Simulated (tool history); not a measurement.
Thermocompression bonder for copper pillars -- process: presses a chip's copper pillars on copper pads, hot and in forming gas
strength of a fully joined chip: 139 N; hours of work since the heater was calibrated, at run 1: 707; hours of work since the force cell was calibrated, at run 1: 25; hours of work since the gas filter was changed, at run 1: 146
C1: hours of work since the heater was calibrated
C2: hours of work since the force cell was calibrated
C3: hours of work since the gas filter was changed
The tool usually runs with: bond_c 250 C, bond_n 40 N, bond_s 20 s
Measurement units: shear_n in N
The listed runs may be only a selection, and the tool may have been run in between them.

{"run": 1, "hour": 0.0, "bond_c": 250, "bond_n": 40, "bond_s": 20, "C1": 707, "C2": 25, "C3": 146, "shear_n": 68.2}
{"run": 2, "hour": 23.8, "bond_c": 250, "bond_n": 40, "bond_s": 20, "C1": 719, "C2": 37, "C3": 158, "shear_n": 67.2}
{"run": 3, "hour": 66.8, "bond_c": 250, "bond_n": 40, "bond_s": 20, "C1": 741, "C2": 60, "C3": 180, "shear_n": 68.2}
{"run": 4, "hour": 94.6, "bond_c": 250, "bond_n": 40, "bond_s": 20, "C1": 755, "C2": 74, "C3": 195, "shear_n": 66.8}
{"hour": 127.4, "done": "forming gas filter changed"}
{"run": 5, "hour": 134.2, "bond_c": 253, "bond_n": 40, "bond_s": 20, "C1": 776, "C2": 94, "C3": 3, "shear_n": 76.4}
{"run": 6, "hour": 175.5, "bond_c": 253, "bond_n": 40, "bond_s": 20, "C1": 797, "C2": 116, "C3": 25, "shear_n": 76.7}
{"run": 7, "hour": 213.6, "bond_c": 253, "bond_n": 40, "bond_s": 20, "C1": 817, "C2": 135, "C3": 45, "shear_n": 74.3}
{"run": 8, "hour": 239.7, "bond_c": 253, "bond_n": 40, "bond_s": 20, "C1": 830, "C2": 149, "C3": 58, "shear_n": 76.4}
{"run": 9, "hour": 266.2, "bond_c": 253, "bond_n": 40, "bond_s": 20, "C1": 844, "C2": 163, "C3": 72, "shear_n": 75.5}
{"run": 10, "hour": 297.3, "bond_c": 253, "bond_n": 40, "bond_s": 20, "C1": 860, "C2": 179, "C3": 88, "shear_n": 74.8}
{"run": 11, "hour": 330.5, "bond_c": 254, "bond_n": 40, "bond_s": 20, "C1": 877, "C2": 196, "C3": 105, "shear_n": 74.6}
{"run": 12, "hour": 375.0, "bond_c": 254, "bond_n": 40, "bond_s": 20, "C1": 900, "C2": 219, "C3": 128, "shear_n": 73.1}
{"run": 13, "hour": 414.7, "bond_c": 254, "bond_n": 40, "bond_s": 20, "C1": 921, "C2": 239, "C3": 149, "shear_n": 73.7}
{"run": 14, "hour": 454.5, "bond_c": 250, "bond_n": 40, "bond_s": 20, "C1": 941, "C2": 260, "C3": 169, "shear_n": 69.7}
{"run": 15, "hour": 499.5, "bond_c": 250, "bond_n": 40, "bond_s": 20, "C1": 965, "C2": 283, "C3": 192, "shear_n": 69.7}
{"hour": 533.4, "done": "forming gas filter changed"}
{"run": 16, "hour": 533.4, "bond_c": 250, "bond_n": 38, "bond_s": 20, "C1": 982, "C2": 300, "C3": 0, "shear_n": 74.8}
{"run": 17, "hour": 576.1, "bond_c": 250, "bond_n": 38, "bond_s": 20, "C1": 1004, "C2": 323, "C3": 22, "shear_n": 71}
{"run": 18, "hour": 620.3, "bond_c": 250, "bond_n": 38, "bond_s": 20, "C1": 1027, "C2": 345, "C3": 45, "shear_n": 73.8}
{"run": 19, "hour": 664.5, "bond_c": 250, "bond_n": 38, "bond_s": 20, "C1": 1050, "C2": 368, "C3": 68, "shear_n": 71.9}
{"run": 20, "hour": 693.2, "bond_c": 250, "bond_n": 38, "bond_s": 20, "C1": 1065, "C2": 383, "C3": 83, "shear_n": 72.1}
{"run": 21, "hour": 730.2, "bond_c": 239, "bond_n": 44, "bond_s": 30, "C1": 1084, "C2": 402, "C3": 102, "shear_n": 79.2}
{"run": 22, "hour": 771.1, "bond_c": 239, "bond_n": 44, "bond_s": 30, "C1": 1105, "C2": 423, "C3": 123, "shear_n": 79.3}
{"run": 23, "hour": 816.9, "bond_c": 239, "bond_n": 44, "bond_s": 30, "C1": 1129, "C2": 447, "C3": 147, "shear_n": 80.5}
{"run": 24, "hour": 850.7, "bond_c": 239, "bond_n": 44, "bond_s": 30, "C1": 1146, "C2": 465, "C3": 164, "shear_n": 80.3}
{"run": 25, "hour": 869.9, "bond_c": 280, "bond_n": 38, "bond_s": 20, "C1": 1156, "C2": 475, "C3": 174, "shear_n": 88.1}
{"run": 26, "hour": 914.9, "bond_c": 259, "bond_n": 40, "bond_s": 20, "C1": 1179, "C2": 498, "C3": 197, "shear_n": 77}
{"hour": 939.9, "done": "forming gas filter changed"}
{"run": 27, "hour": 960.3, "bond_c": 259, "bond_n": 40, "bond_s": 20, "C1": 1202, "C2": 521, "C3": 11, "shear_n": 85.2}
{"run": 28, "hour": 979.2, "bond_c": 250, "bond_n": 40, "bond_s": 20, "C1": 1212, "C2": 531, "C3": 20, "shear_n": 79.8}
{"run": 29, "hour": 1014.3, "bond_c": 250, "bond_n": 40, "bond_s": 20, "C1": 1230, "C2": 549, "C3": 38, "shear_n": 79.2}
{"run": 30, "hour": 1056.9, "bond_c": 271, "bond_n": 40, "bond_s": 11, "C1": 1252, "C2": 571, "C3": 60, "shear_n": 77.7}
{"run": 31, "hour": 1098.1, "bond_c": 227, "bond_n": 26, "bond_s": 27, "C1": 1274, "C2": 592, "C3": 82, "shear_n": 45}
{"run": 32, "hour": 1117.6, "bond_c": 233, "bond_n": 51, "bond_s": 43, "C1": 1284, "C2": 602, "C3": 92, "shear_n": 97.3}
{"run": 33, "hour": 1154.2, "bond_c": 250, "bond_n": 46, "bond_s": 13, "C1": 1303, "C2": 621, "C3": 111, "shear_n": 74.8}
{"run": 34, "hour": 1186.5, "bond_c": 241, "bond_n": 57, "bond_s": 11, "C1": 1319, "C2": 638, "C3": 128, "shear_n": 76.1}
{"run": 35, "hour": 1230.2, "bond_c": 251, "bond_n": 27, "bond_s": 41, "C1": 1342, "C2": 661, "C3": 150, "shear_n": 69.3}
{"run": 36, "hour": 1249.7, "bond_c": 251, "bond_n": 27, "bond_s": 41, "C1": 1352, "C2": 671, "C3": 160, "shear_n": 69.6}
{"run": 37, "hour": 1276.9, "bond_c": 251, "bond_n": 27, "bond_s": 41, "C1": 1366, "C2": 685, "C3": 174, "shear_n": 70.1}
{"hour": 1314.2, "done": "force cell calibrated"}
{"run": 38, "hour": 1318.3, "bond_c": 226, "bond_n": 40, "bond_s": 15, "C1": 1387, "C2": 2, "C3": 195, "shear_n": 48.4}
{"hour": 1349.3, "done": "forming gas filter changed"}
{"run": 39, "hour": 1349.4, "bond_c": 226, "bond_n": 40, "bond_s": 27, "C1": 1403, "C2": 18, "C3": 0, "shear_n": 66.7}
{"run": 40, "hour": 1383.9, "bond_c": 226, "bond_n": 40, "bond_s": 27, "C1": 1421, "C2": 36, "C3": 18, "shear_n": 65.7}

Here are 3 independent what-if runs from the current tool condition. What would each one return?
{"run": "A", "hour": 1409.5, "bond_c": 256, "bond_n": 25, "bond_s": 27, "C1": 1434, "C2": 49, "C3": 31, "shear_n": "?"}
{"run": "B", "hour": 1409.5, "bond_c": 265, "bond_n": 46, "bond_s": 27, "C1": 1434, "C2": 49, "C3": 31, "shear_n": "?"}
{"run": "C", "hour": 1409.5, "bond_c": 258, "bond_n": 56, "bond_s": 34, "C1": 1434, "C2": 49, "C3": 31, "shear_n": "?"}

run=A shear_n=59.7
run=B shear_n=103.6
run=C shear_n=117
Take away the tool's hidden state, keep each run's random variation, and the runs would have read:
run=A shear_n=53.3
run=B shear_n=97.2
run=C shear_n=111.5

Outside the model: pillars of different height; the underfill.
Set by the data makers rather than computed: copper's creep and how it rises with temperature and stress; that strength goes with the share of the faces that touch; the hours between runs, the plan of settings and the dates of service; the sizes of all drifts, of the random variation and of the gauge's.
